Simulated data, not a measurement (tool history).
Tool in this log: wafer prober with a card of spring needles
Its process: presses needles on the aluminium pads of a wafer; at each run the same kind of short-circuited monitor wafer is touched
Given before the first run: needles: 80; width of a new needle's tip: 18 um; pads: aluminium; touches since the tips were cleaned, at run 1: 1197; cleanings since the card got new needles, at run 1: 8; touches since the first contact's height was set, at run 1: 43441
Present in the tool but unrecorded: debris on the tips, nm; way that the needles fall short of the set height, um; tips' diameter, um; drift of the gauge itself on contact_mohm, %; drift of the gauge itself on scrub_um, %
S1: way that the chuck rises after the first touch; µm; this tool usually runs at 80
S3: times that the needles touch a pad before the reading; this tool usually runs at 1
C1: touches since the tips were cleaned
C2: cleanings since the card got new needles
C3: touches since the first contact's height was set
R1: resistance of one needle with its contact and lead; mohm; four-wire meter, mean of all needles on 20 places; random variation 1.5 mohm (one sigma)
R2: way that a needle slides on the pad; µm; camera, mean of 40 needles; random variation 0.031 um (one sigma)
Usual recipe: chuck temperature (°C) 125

Run 1, hour 0.0: usual settings; C1 1197; C2 8; C3 43441. Result: R1 150 mohm, R2 15.46 µm.
At hour 16.4: tips cleaned on abrasive film.
Run 2, hour 22.5: usual settings; C1 1353; C2 9; C3 48471. Result: R1 146 mohm, R2 15.50 µm.
At hour 37.6: tips cleaned on abrasive film.
Run 3, hour 41.0: usual settings; C1 768; C2 10; C3 52632. Result: R1 145 mohm, R2 15.42 µm.
At hour 59.4: tips cleaned on abrasive film.
Run 4, hour 61.8: usual settings; C1 536; C2 11; C3 57285. Result: R1 142 mohm, R2 15.40 µm.
Run 5, hour 78.4: usual settings but chuck temperature (°C) 35; C1 4271; C2 11; C3 61020. Result: R1 143 mohm, R2 15.49 µm.
At hour 81.9: tips cleaned on abrasive film.
Run 6, hour 101.4: usual settings but chuck temperature (°C) 35; C1 4382; C2 12; C3 66173. Result: R1 143 mohm, R2 15.43 µm.
At hour 103.5: tips cleaned on abrasive film.
Run 7, hour 115.8: usual settings but chuck temperature (°C) 35; C1 2770; C2 13; C3 69397. Result: R1 144 mohm, R2 15.42 µm.
At hour 125.1: tips cleaned on abrasive film.
Run 8, hour 130.5: usual settings but chuck temperature (°C) 35; C1 1207; C2 14; C3 72662. Result: R1 140 mohm, R2 15.40 µm.
At hour 132.3: height of the first contact set anew.
Run 9, hour 140.5: usual settings but chuck temperature (°C) 35; C1 3408; C2 14; C3 1864. Result: R1 142 mohm, R2 15.35 µm.
At hour 146.7: tips cleaned on abrasive film.
Run 10, hour 160.8: usual settings but chuck temperature (°C) 95, S3 2; C1 3170; C2 15; C3 6398. Result: R1 142 mohm, R2 15.31 µm.
At hour 169.0: tips cleaned on abrasive film.
At hour 171.2: height of the first contact set anew, once more.
Run 11, hour 175.9: usual settings but S1 97 µm, chuck temperature (°C) 42, S3 3; C1 1500; C2 16; C3 1055. Result: R1 125 mohm, R2 18.89 µm.
At hour 191.9: tips cleaned on abrasive film.
Run 12, hour 193.6: usual settings; C1 386; C2 17; C3 5018. Result: R1 141 mohm, R2 15.57 µm.
Run 13, hour 211.1: usual settings but S1 74 µm, chuck temperature (°C) 54, S3 2; C1 4322; C2 17; C3 8954. Result: R1 142 mohm, R2 14.36 µm.
At hour 213.3: tips cleaned on abrasive film.
Run 14, hour 231.2: usual settings but S1 83 µm, chuck temperature (°C) 47; C1 4038; C2 18; C3 13455. Result: R1 143 mohm, R2 16.15 µm.
At hour 235.7: tips cleaned on abrasive film.
Run 15, hour 243.5: usual settings but S1 83 µm, chuck temperature (°C) 47; C1 1763; C2 19; C3 16192. Result: R1 139 mohm, R2 16.10 µm.
Run 16, hour 256.2: usual settings but S1 69 µm, chuck temperature (°C) 32; C1 4620; C2 19; C3 19049. Result: R1 153 mohm, R2 13.40 µm.

What differs in the tool's unlogged condition from the final listed run ahead of each entry between runs to the first listed run following it?
Logged between run 1 and run 2: tips cleaned on abrasive film (hour 16.4)
  debris on the tips, nm: 65.1 -> 60.8; way that the needles fall short of the set height, um: 0.44 -> 0.51; tips' diameter, um: 18.15 -> 18.18
  the result without the hidden state subtracted from the measured one, R1: +11 -> +11 mohm; R2: -0.09 -> -0.10 µm
Logged between run 2 and run 3: tips cleaned on abrasive film (hour 37.6)
  debris on the tips, nm: 60.8 -> 41.3; way that the needles fall short of the set height, um: 0.51 -> 0.58; tips' diameter, um: 18.18 -> 18.2
  the result without the hidden state subtracted from the measured one, R1: +11 -> +7 mohm; R2: -0.10 -> -0.12 µm
Logged between run 3 and run 4: tips cleaned on abrasive film (hour 59.4)
  debris on the tips, nm: 41.3 -> 35.1; way that the needles fall short of the set height, um: 0.58 -> 0.65; tips' diameter, um: 18.2 -> 18.23
  the result without the hidden state subtracted from the measured one, R1: +7 -> +6 mohm; R2: -0.12 -> -0.13 µm
Logged between run 5 and run 6: tips cleaned on abrasive film (hour 81.9)
  debris on the tips, nm: 106.4 -> 106.1; way that the needles fall short of the set height, um: 0.65 -> 0.7; tips' diameter, um: 18.23 -> 18.24
  the result without the hidden state subtracted from the measured one, R1: +21 -> +22 mohm; R2: -0.12 -> -0.14 µm
Logged between run 6 and run 7: tips cleaned on abrasive film (hour 103.5)
  debris on the tips, nm: 106.1 -> 88.9; way that the needles fall short of the set height, um: 0.7 -> 0.74; tips' diameter, um: 18.24 -> 18.26
  the result without the hidden state subtracted from the measured one, R1: +22 -> +19 mohm; R2: -0.14 -> -0.14 µm
Logged between run 7 and run 8: tips cleaned on abrasive film (hour 125.1)
  debris on the tips, nm: 88.9 -> 64.2; way that the needles fall short of the set height, um: 0.74 -> 0.8; tips' diameter, um: 18.26 -> 18.28
  the result without the hidden state subtracted from the measured one, R1: +19 -> +13 mohm; R2: -0.14 -> -0.16 µm
Logged between run 8 and run 9: height of the first contact set anew (hour 132.3)
  debris on the tips, nm: 64.2 -> 99.9; way that the needles fall short of the set height, um: 0.8 -> 1.01
  the result without the hidden state subtracted from the measured one, R1: +13 -> +20 mohm; R2: -0.16 -> -0.19 µm
Logged between run 9 and run 10: tips cleaned on abrasive film (hour 146.7)
  debris on the tips, nm: 99.9 -> 94.5; way that the needles fall short of the set height, um: 1.01 -> 1.07; tips' diameter, um: 18.28 -> 18.3
  the result without the hidden state subtracted from the measured one, R1: +20 -> +11 mohm; R2: -0.19 -> -0.21 µm
Logged between run 10 and run 11: tips cleaned on abrasive film (hour 169.0); height of the first contact set anew, once more (hour 171.2)
  debris on the tips, nm: 94.5 -> 69.8; way that the needles fall short of the set height, um: 1.07 -> 0; tips' diameter, um: 18.3 -> 18.32
  the result without the hidden state subtracted from the measured one, R1: +11 -> +4 mohm; R2: -0.21 -> +0.00 µm
Logged between run 11 and run 12: tips cleaned on abrasive film (hour 191.9)
  debris on the tips, nm: 69.8 -> 29.7; way that the needles fall short of the set height, um: 0 -> 0.07; tips' diameter, um: 18.32 -> 18.35
  the result without the hidden state subtracted from the measured one, R1: +4 -> +5 mohm; R2: +0.00 -> -0.02 µm
Logged between run 13 and run 14: tips cleaned on abrasive film (hour 213.3)
  debris on the tips, nm: 105.4 -> 103.2; way that the needles fall short of the set height, um: 0.07 -> 0.11; tips' diameter, um: 18.35 -> 18.36
  the result without the hidden state subtracted from the measured one, R1: +14 -> +19 mohm; R2: -0.02 -> -0.02 µm
Logged between run 14 and run 15: tips cleaned on abrasive film (hour 235.7)
  debris on the tips, nm: 103.2 -> 70; way that the needles fall short of the set height, um: 0.11 -> 0.15; tips' diameter, um: 18.36 -> 18.38
  the result without the hidden state subtracted from the measured one, R1: +19 -> +14 mohm; R2: -0.02 -> -0.03 µm

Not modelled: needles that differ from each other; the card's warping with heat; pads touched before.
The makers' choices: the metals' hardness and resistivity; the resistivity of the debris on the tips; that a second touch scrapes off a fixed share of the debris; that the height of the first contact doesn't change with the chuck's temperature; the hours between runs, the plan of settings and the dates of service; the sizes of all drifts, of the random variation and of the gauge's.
